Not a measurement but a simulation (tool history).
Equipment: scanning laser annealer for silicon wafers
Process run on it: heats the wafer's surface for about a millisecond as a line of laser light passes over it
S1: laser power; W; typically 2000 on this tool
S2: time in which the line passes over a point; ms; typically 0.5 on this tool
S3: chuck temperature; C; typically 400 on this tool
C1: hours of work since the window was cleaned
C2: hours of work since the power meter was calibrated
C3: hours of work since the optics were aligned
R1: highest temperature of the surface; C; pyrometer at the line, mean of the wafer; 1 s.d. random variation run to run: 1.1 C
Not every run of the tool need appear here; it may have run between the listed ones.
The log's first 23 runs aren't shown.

Run 24, hour 1690.2: usual settings but S1 2118 W, S2 0.6 ms, S3 368 C; C1 756; C2 1386; C3 110. Result: R1 1269 C.
Run 25, hour 1772.9: usual settings but S1 2185 W, S3 403 C; C1 819; C2 1449; C3 173. Result: R1 1241 C.
Run 26, hour 1862.1: usual settings but S1 1975 W, S2 0.461 ms, S3 384 C; C1 887; C2 1517; C3 241. Result: R1 1094 C.
Run 27, hour 1935: usual settings but S1 1737 W, S2 0.62 ms, S3 384 C; C1 943; C2 1573; C3 297. Result: R1 1110 C.
At hour 1945.4: window over the wafer cleaned.
Run 28, hour 1993.5: usual settings but S1 1889 W, S2 0.594 ms, S3 435 C; C1 37; C2 1616; C3 340. Result: R1 1240 C.
Run 29, hour 2085.3: usual settings but S1 1889 W, S2 0.594 ms, S3 435 C; C1 107; C2 1687; C3 410. Result: R1 1237 C.
Run 30, hour 2146.5: usual settings but S1 1889 W, S2 0.365 ms, S3 408 C; C1 154; C2 1733; C3 457. Result: R1 1013 C.
Run 31, hour 2225.7: usual settings but S1 1889 W, S2 0.365 ms, S3 380 C; C1 214; C2 1794; C3 518. Result: R1 983 C.
Run 32, hour 2304.5: usual settings but S1 1889 W, S2 0.365 ms, S3 380 C; C1 275; C2 1854; C3 578. Result: R1 981 C.
Run 33, hour 2372.8: usual settings but S1 1966 W, S2 0.388 ms; C1 327; C2 1907; C3 630. Result: R1 1050 C.
Run 34, hour 2467.3: usual settings but S1 1966 W, S2 0.61 ms, S3 393 C; C1 399; C2 1979; C3 702. Result: R1 1237 C.
Run 35, hour 2514.1: usual settings but S1 1794 W, S3 373 C; C1 435; C2 2015; C3 738. Result: R1 1051 C.
Run 36, hour 2559.6: usual settings but S1 1794 W, S3 373 C; C1 470; C2 2049; C3 773. Result: R1 1050 C.
Run 37, hour 2605.9: usual settings but S1 1794 W, S3 373 C; C1 505; C2 2085; C3 808. Result: R1 1048 C.
Run 38, hour 2671: usual settings but S3 364 C; C1 555; C2 2135; C3 858. Result: R1 1129 C.
Run 39, hour 2720.4: usual settings but S1 2177 W, S2 0.45 ms, S3 361 C; C1 593; C2 2172; C3 896. Result: R1 1151 C.
Run 40, hour 2769: usual settings but S2 0.565 ms, S3 360 C; C1 630; C2 2210; C3 933. Result: R1 1178 C.
Run 41, hour 2845.9: usual settings but S2 0.534 ms; C1 689; C2 2268; C3 992. Result: R1 1188 C.

Each row is a separate what-if for the run after 41, all from the same tool condition, not one after another. Results?
Run A, hour 2890.4: usual settings but S1 2200 W, S2 0.534 ms, S3 436 C; C1 723; C2 2302; C3 1026. Result: R1 ?.
Run B, hour 2890.4: usual settings but S2 0.611 ms; C1 723; C2 2302; C3 1026. Result: R1 ?.
Run C, hour 2890.4: usual settings but S1 1968 W, S2 0.402 ms; C1 723; C2 2302; C3 1026. Result: R1 ?.
Run D, hour 2890.4: usual settings but S1 1955 W, S2 0.587 ms, S3 391 C; C1 723; C2 2302; C3 1026. Result: R1 ?.

run    R1
  A  1315
  B  1253
  C  1056
  D  1200
With the hidden condition removed and each run's random variation left untouched, the same runs would have given:
run    R1
  A  1335
  B  1273
  C  1071
  D  1218

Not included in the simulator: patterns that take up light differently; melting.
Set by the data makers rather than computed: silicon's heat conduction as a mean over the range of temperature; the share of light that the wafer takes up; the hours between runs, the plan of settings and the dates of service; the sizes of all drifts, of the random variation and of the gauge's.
